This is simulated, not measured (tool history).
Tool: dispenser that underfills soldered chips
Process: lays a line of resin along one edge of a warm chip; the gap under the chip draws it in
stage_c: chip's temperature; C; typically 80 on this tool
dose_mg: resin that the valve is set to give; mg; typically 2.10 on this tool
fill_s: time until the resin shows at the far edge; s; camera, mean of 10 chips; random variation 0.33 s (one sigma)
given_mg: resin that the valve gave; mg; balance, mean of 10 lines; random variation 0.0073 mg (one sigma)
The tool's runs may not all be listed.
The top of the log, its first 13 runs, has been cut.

-- hour=39.4 new syringe of resin
run 14 hour=40.5 | stage_c=80 dose_mg=2.10 | fill_s=15.0 given_mg=2.030
run 15 hour=43.1 | stage_c=80 dose_mg=2.10 | fill_s=16.0 given_mg=2.015
run 16 hour=47.0 | stage_c=80 dose_mg=2.10 | fill_s=19.8 given_mg=2.011
run 17 hour=49.2 | stage_c=80 dose_mg=2.10 | fill_s=22.2 given_mg=2.001
-- hour=51.8 new syringe of resin
run 18 hour=52.3 | stage_c=80 dose_mg=2.10 | fill_s=14.3 given_mg=2.000
run 19 hour=54.2 | stage_c=80 dose_mg=2.10 | fill_s=15.8 given_mg=2.011
run 20 hour=57.2 | stage_c=80 dose_mg=2.10 | fill_s=17.6 given_mg=2.000
run 21 hour=60.1 | stage_c=79 dose_mg=2.36 | fill_s=21.0 given_mg=2.250
-- hour=64.1 new syringe of resin
run 22 hour=64.2 | stage_c=66 dose_mg=2.47 | fill_s=28.5 given_mg=2.357
run 23 hour=68.1 | stage_c=80 dose_mg=2.29 | fill_s=16.0 given_mg=2.183
run 24 hour=70.2 | stage_c=79 dose_mg=1.98 | fill_s=19.6 given_mg=1.880
-- hour=72.9 dispensing valve cleaned and set on the balance
run 25 hour=74.3 | stage_c=80 dose_mg=2.39 | fill_s=20.1 given_mg=2.387
run 26 hour=76.5 | stage_c=70 dose_mg=2.40 | fill_s=37.8 given_mg=2.406
-- hour=77.4 new syringe of resin
run 27 hour=79.6 | stage_c=87 dose_mg=2.55 | fill_s=10.2 given_mg=2.554
run 28 hour=82.5 | stage_c=87 dose_mg=2.55 | fill_s=11.6 given_mg=2.548
run 29 hour=86.3 | stage_c=77 dose_mg=1.87 | fill_s=24.4 given_mg=1.877
-- hour=89.7 new syringe of resin
run 30 hour=90.5 | stage_c=77 dose_mg=1.87 | fill_s=17.4 given_mg=1.858
run 31 hour=94.6 | stage_c=77 dose_mg=1.87 | fill_s=20.3 given_mg=1.859
run 32 hour=99.0 | stage_c=67 dose_mg=2.55 | fill_s=39.7 given_mg=2.534
run 33 hour=100.8 | stage_c=69 dose_mg=1.86 | fill_s=42.0 given_mg=1.836
-- hour=101.9 new syringe of resin
run 34 hour=103.4 | stage_c=69 dose_mg=1.86 | fill_s=26.6 given_mg=1.847
run 35 hour=105.8 | stage_c=70 dose_mg=2.11 | fill_s=27.3 given_mg=2.088
run 36 hour=108.2 | stage_c=70 dose_mg=2.11 | fill_s=29.7 given_mg=2.090
run 37 hour=110.1 | stage_c=70 dose_mg=2.11 | fill_s=32.5 given_mg=2.092

Branching from run 37: 3 alternative next runs. What would each branch give?
-- hour=114.3 new syringe of resin
run A hour=114.8 | stage_c=87 dose_mg=1.85 | fill_s=? given_mg=?
-- hour=114.3 new syringe of resin
run B hour=114.8 | stage_c=83 dose_mg=2.43 | fill_s=? given_mg=?
-- hour=114.3 new syringe of resin
run C hour=114.8 | stage_c=83 dose_mg=2.11 | fill_s=? given_mg=?

run=A fill_s=10.6 given_mg=1.825
run=B fill_s=11.7 given_mg=2.411
run=C fill_s=11.6 given_mg=2.090
With no hidden state in the tool, these same runs would have given:
run=A fill_s=10.7 given_mg=1.845
run=B fill_s=11.8 given_mg=2.438
run=C fill_s=11.7 given_mg=2.113
